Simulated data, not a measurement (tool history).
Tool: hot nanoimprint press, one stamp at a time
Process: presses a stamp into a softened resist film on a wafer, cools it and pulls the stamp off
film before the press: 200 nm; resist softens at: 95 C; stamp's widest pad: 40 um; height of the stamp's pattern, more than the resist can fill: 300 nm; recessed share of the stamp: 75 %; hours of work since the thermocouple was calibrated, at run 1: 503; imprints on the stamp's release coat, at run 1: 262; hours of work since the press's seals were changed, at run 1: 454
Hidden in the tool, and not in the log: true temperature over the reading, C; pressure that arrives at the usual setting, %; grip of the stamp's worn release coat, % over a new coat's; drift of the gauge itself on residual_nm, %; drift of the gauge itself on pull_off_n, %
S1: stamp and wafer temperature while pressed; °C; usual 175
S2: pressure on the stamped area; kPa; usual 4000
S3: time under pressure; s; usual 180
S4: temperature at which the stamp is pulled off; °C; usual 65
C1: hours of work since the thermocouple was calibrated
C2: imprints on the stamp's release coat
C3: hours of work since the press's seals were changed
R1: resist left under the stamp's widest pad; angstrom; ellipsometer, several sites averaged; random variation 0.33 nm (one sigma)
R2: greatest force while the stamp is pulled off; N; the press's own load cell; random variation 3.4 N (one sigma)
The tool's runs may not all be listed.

{"run": 1, "day": 0.0, "S1": 175, "S2": 4000, "S3": 180, "S4": 65, "C1": 503, "C2": 262, "C3": 454, "R1": 1134, "R2": 162}
{"day": 0.467, "done": "plate thermocouple calibrated"}
{"run": 2, "day": 0.6, "S1": 175, "S2": 4000, "S3": 180, "S4": 65, "C1": 2, "C2": 284, "C3": 460, "R1": 1161, "R2": 176}
{"run": 3, "day": 0.975, "S1": 175, "S2": 4000, "S3": 180, "S4": 65, "C1": 7, "C2": 301, "C3": 465, "R1": 1162, "R2": 172}
{"run": 4, "day": 1.671, "S1": 175, "S2": 4000, "S3": 180, "S4": 65, "C1": 16, "C2": 333, "C3": 475, "R1": 1157, "R2": 177}
{"run": 5, "day": 2.417, "S1": 175, "S2": 4000, "S3": 180, "S4": 65, "C1": 26, "C2": 368, "C3": 485, "R1": 1161, "R2": 176}
{"run": 6, "day": 2.896, "S1": 175, "S2": 4000, "S3": 180, "S4": 65, "C1": 32, "C2": 390, "C3": 491, "R1": 1157, "R2": 180}
{"run": 7, "day": 3.592, "S1": 175, "S2": 3600, "S3": 180, "S4": 65, "C1": 42, "C2": 422, "C3": 500, "R1": 1217, "R2": 179}
{"run": 8, "day": 4.025, "S1": 175, "S2": 3600, "S3": 180, "S4": 65, "C1": 48, "C2": 442, "C3": 506, "R1": 1212, "R2": 175}
{"run": 9, "day": 4.433, "S1": 175, "S2": 3600, "S3": 180, "S4": 65, "C1": 53, "C2": 461, "C3": 512, "R1": 1209, "R2": 180}
{"run": 10, "day": 5.275, "S1": 175, "S2": 3600, "S3": 180, "S4": 65, "C1": 64, "C2": 500, "C3": 523, "R1": 1211, "R2": 183}
{"run": 11, "day": 5.738, "S1": 175, "S2": 4000, "S3": 180, "S4": 65, "C1": 71, "C2": 521, "C3": 529, "R1": 1160, "R2": 184}
{"run": 12, "day": 6.325, "S1": 175, "S2": 4000, "S3": 180, "S4": 65, "C1": 78, "C2": 548, "C3": 537, "R1": 1161, "R2": 187}
{"run": 13, "day": 7.175, "S1": 175, "S2": 4000, "S3": 180, "S4": 65, "C1": 90, "C2": 587, "C3": 548, "R1": 1164, "R2": 191}
{"run": 14, "day": 7.754, "S1": 175, "S2": 4000, "S3": 180, "S4": 65, "C1": 98, "C2": 614, "C3": 556, "R1": 1162, "R2": 184}

The next listed run, before its measurement:
{"run": 15, "day": 8.442, "S1": 166, "S2": 4000, "S3": 180, "S4": 65, "C1": 107, "C2": 646, "C3": 565, "R1": "?", "R2": "?"}

Run 15 gave R1 1372 angstrom, R2 187 N.
Without the tool's hidden state the same run would have given R1 1359 angstrom, R2 161 N.
